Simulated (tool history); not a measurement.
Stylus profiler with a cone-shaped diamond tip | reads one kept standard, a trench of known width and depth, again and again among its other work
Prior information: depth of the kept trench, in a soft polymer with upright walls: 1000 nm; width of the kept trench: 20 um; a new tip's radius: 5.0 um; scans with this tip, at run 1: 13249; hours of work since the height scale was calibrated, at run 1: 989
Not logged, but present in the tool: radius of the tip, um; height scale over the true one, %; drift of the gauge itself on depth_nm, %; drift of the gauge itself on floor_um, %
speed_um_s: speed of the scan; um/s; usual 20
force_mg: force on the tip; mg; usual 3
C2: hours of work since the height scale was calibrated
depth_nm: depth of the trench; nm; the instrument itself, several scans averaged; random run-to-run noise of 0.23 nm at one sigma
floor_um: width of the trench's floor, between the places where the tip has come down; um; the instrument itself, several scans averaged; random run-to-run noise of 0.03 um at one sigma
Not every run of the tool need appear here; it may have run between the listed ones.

Run 1, hour 0: usual settings; scans with this tip 13249; C2 989. Result: depth_nm 1014.69 nm, floor_um 12 um.
Run 2, hour 9.7: usual settings; scans with this tip 13318; C2 994. Result: depth_nm 1014.42 nm, floor_um 12 um.
Run 3, hour 23.9: usual settings; scans with this tip 13419; C2 1002. Result: depth_nm 1014.75 nm, floor_um 11.96 um.
Run 4, hour 34: usual settings; scans with this tip 13491; C2 1007. Result: depth_nm 1014.61 nm, floor_um 12 um.
Run 5, hour 49.3: usual settings; scans with this tip 13600; C2 1015. Result: depth_nm 1014.76 nm, floor_um 11.95 um.
Run 6, hour 56.5: usual settings; scans with this tip 13651; C2 1019. Result: depth_nm 1014.67 nm, floor_um 11.96 um.
Run 7, hour 67.8: usual settings; scans with this tip 13731; C2 1025. Result: depth_nm 1014.69 nm, floor_um 11.93 um.
Run 8, hour 75: usual settings; scans with this tip 13782; C2 1029. Result: depth_nm 1014.71 nm, floor_um 11.89 um.
Run 9, hour 87.4: usual settings but speed_um_s 18 um/s; scans with this tip 13870; C2 1036. Result: depth_nm 1014.65 nm, floor_um 11.85 um.
Run 10, hour 94.8: usual settings but speed_um_s 15 um/s; scans with this tip 13923; C2 1039. Result: depth_nm 1014.4 nm, floor_um 11.96 um.
Run 11, hour 105.7: usual settings but speed_um_s 30 um/s; scans with this tip 14000; C2 1045. Result: depth_nm 1014.53 nm, floor_um 11.84 um.
Run 12, hour 118.4: usual settings but speed_um_s 30 um/s; scans with this tip 14090; C2 1052. Result: depth_nm 1014.52 nm, floor_um 11.82 um.
Run 13, hour 131.2: usual settings; scans with this tip 14182; C2 1059. Result: depth_nm 1014.53 nm, floor_um 11.84 um.
At hour 132.7: height scale calibrated on a step standard.
Run 14, hour 146.3: usual settings; scans with this tip 14285; C2 7. Result: depth_nm 1014.9 nm, floor_um 11.85 um.
Run 15, hour 158.6: usual settings; scans with this tip 14373; C2 14. Result: depth_nm 1015.08 nm, floor_um 11.78 um.
Run 16, hour 165: usual settings; scans with this tip 14418; C2 17. Result: depth_nm 1014.99 nm, floor_um 11.84 um.
Run 17, hour 171.8: usual settings; scans with this tip 14466; C2 21. Result: depth_nm 1015.02 nm, floor_um 11.9 um.
Run 18, hour 184.2: usual settings; scans with this tip 14555; C2 27. Result: depth_nm 1015.05 nm, floor_um 11.86 um.
Run 19, hour 192.2: usual settings but force_mg 5.67 mg; scans with this tip 14611; C2 32. Result: depth_nm 1022.34 nm, floor_um 11.85 um.
Run 20, hour 198.6: usual settings but speed_um_s 9 um/s; scans with this tip 14657; C2 35. Result: depth_nm 1014.83 nm, floor_um 11.88 um.
Run 21, hour 208.9: usual settings but speed_um_s 9 um/s; scans with this tip 14730; C2 40. Result: depth_nm 1015.08 nm, floor_um 11.84 um.
At hour 218.1: height scale calibrated on a step standard, once more.
Run 22, hour 221.9: usual settings but force_mg 2.28 mg; scans with this tip 14819; C2 2. Result: depth_nm 1011.58 nm, floor_um 11.73 um.
Run 23, hour 233.5: usual settings but speed_um_s 9 um/s, force_mg 4.1 mg; scans with this tip 14901; C2 8. Result: depth_nm 1016.22 nm, floor_um 11.85 um.
Run 24, hour 246.5: usual settings but speed_um_s 9 um/s, force_mg 4.1 mg; scans with this tip 14994; C2 15. Result: depth_nm 1016.3 nm, floor_um 11.85 um.
Run 25, hour 260.1: usual settings but speed_um_s 9 um/s, force_mg 4.1 mg; scans with this tip 15090; C2 22. Result: depth_nm 1016.97 nm, floor_um 11.82 um.
Run 26, hour 273.6: usual settings but speed_um_s 30 um/s, force_mg 6.62 mg; scans with this tip 15186; C2 29. Result: depth_nm 1022.99 nm, floor_um 11.7 um.
Run 27, hour 281.6: usual settings but speed_um_s 7 um/s, force_mg 1.09 mg; scans with this tip 15243; C2 34. Result: depth_nm 1006.54 nm, floor_um 11.77 um.

What will run 28 give?
Run 28, hour 291: usual settings but speed_um_s 37 um/s, force_mg 6.17 mg; scans with this tip 15310; C2 39. Result: depth_nm ?, floor_um ?.

Run 28 came out at depth_nm 1021.9 nm, floor_um 11.7 um.
Minus the tool's unlogged condition, the same run would have read depth_nm 1021.53 nm, floor_um 13.88 um.

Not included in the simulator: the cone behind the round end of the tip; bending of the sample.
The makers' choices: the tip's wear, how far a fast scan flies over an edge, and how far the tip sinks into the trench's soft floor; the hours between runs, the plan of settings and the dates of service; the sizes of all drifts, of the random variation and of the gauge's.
